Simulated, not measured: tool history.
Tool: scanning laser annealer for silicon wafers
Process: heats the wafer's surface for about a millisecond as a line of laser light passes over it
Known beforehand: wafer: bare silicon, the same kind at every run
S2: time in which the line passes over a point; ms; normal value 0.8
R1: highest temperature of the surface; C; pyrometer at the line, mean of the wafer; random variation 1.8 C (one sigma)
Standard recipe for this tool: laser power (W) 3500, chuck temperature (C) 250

{"run": 1, "hour": 0.0, "laser power (W)": 3500, "S2": 0.8, "chuck temperature (C)": 250, "R1": 1020}
{"run": 2, "hour": 77.7, "laser power (W)": 3500, "S2": 0.8, "chuck temperature (C)": 250, "R1": 1018}
{"run": 3, "hour": 121.4, "laser power (W)": 3194, "S2": 0.8, "chuck temperature (C)": 250, "R1": 933}
{"hour": 184.8, "done": "window over the wafer cleaned"}
{"run": 4, "hour": 210.2, "laser power (W)": 3194, "S2": 0.8, "chuck temperature (C)": 250, "R1": 932}
{"run": 5, "hour": 257.1, "laser power (W)": 3194, "S2": 0.8, "chuck temperature (C)": 250, "R1": 932}
{"run": 6, "hour": 309.3, "laser power (W)": 3179, "S2": 0.8, "chuck temperature (C)": 250, "R1": 929}
{"run": 7, "hour": 367.0, "laser power (W)": 3500, "S2": 0.8, "chuck temperature (C)": 251, "R1": 1019}
{"run": 8, "hour": 440.4, "laser power (W)": 3095, "S2": 0.8, "chuck temperature (C)": 251, "R1": 906}
{"run": 9, "hour": 512.9, "laser power (W)": 3095, "S2": 0.8, "chuck temperature (C)": 251, "R1": 913}
{"hour": 580.6, "done": "window over the wafer cleaned"}
{"run": 10, "hour": 580.6, "laser power (W)": 3095, "S2": 0.8, "chuck temperature (C)": 280, "R1": 937}
{"run": 11, "hour": 623.9, "laser power (W)": 3095, "S2": 0.8, "chuck temperature (C)": 280, "R1": 937}
{"run": 12, "hour": 684.1, "laser power (W)": 3348, "S2": 0.594, "chuck temperature (C)": 252, "R1": 882}
{"run": 13, "hour": 738.3, "laser power (W)": 3500, "S2": 0.657, "chuck temperature (C)": 250, "R1": 952}
{"run": 14, "hour": 821.0, "laser power (W)": 3170, "S2": 0.8, "chuck temperature (C)": 258, "R1": 936}
{"run": 15, "hour": 862.8, "laser power (W)": 3170, "S2": 0.8, "chuck temperature (C)": 258, "R1": 934}
{"run": 16, "hour": 944.3, "laser power (W)": 3500, "S2": 0.8, "chuck temperature (C)": 230, "R1": 997}
{"hour": 978.2, "done": "window over the wafer cleaned"}
{"run": 17, "hour": 1025.8, "laser power (W)": 3500, "S2": 0.8, "chuck temperature (C)": 230, "R1": 992}
{"run": 18, "hour": 1085.6, "laser power (W)": 3500, "S2": 0.8, "chuck temperature (C)": 230, "R1": 997}
{"run": 19, "hour": 1161.8, "laser power (W)": 3012, "S2": 0.758, "chuck temperature (C)": 288, "R1": 907}
{"run": 20, "hour": 1236.1, "laser power (W)": 3012, "S2": 0.743, "chuck temperature (C)": 211, "R1": 825}
{"run": 21, "hour": 1320.1, "laser power (W)": 3493, "S2": 0.693, "chuck temperature (C)": 227, "R1": 942}
{"hour": 1333.1, "done": "optics aligned, line set to its width"}
{"hour": 1379.3, "done": "window over the wafer cleaned"}
{"run": 22, "hour": 1380.0, "laser power (W)": 3817, "S2": 0.693, "chuck temperature (C)": 246, "R1": 1049}

Below are 5 alternative next runs, each starting from the tool's condition after run 22. Predict each:
{"run": "A", "hour": 1432.6, "laser power (W)": 3817, "S2": 0.779, "chuck temperature (C)": 212, "R1": "?"}
{"run": "B", "hour": 1432.6, "laser power (W)": 3023, "S2": 0.668, "chuck temperature (C)": 272, "R1": "?"}
{"run": "C", "hour": 1432.6, "laser power (W)": 3817, "S2": 0.865, "chuck temperature (C)": 257, "R1": "?"}
{"run": "D", "hour": 1432.6, "laser power (W)": 3765, "S2": 0.903, "chuck temperature (C)": 290, "R1": "?"}
{"run": "E", "hour": 1432.6, "laser power (W)": 3148, "S2": 0.693, "chuck temperature (C)": 257, "R1": "?"}

run=A R1=1060
run=B R1=860
run=C R1=1147
run=D R1=1182
run=E R1=886
What these runs would have given with no unlogged condition in the tool:
run=A R1=1060
run=B R1=860
run=C R1=1147
run=D R1=1182
run=E R1=886
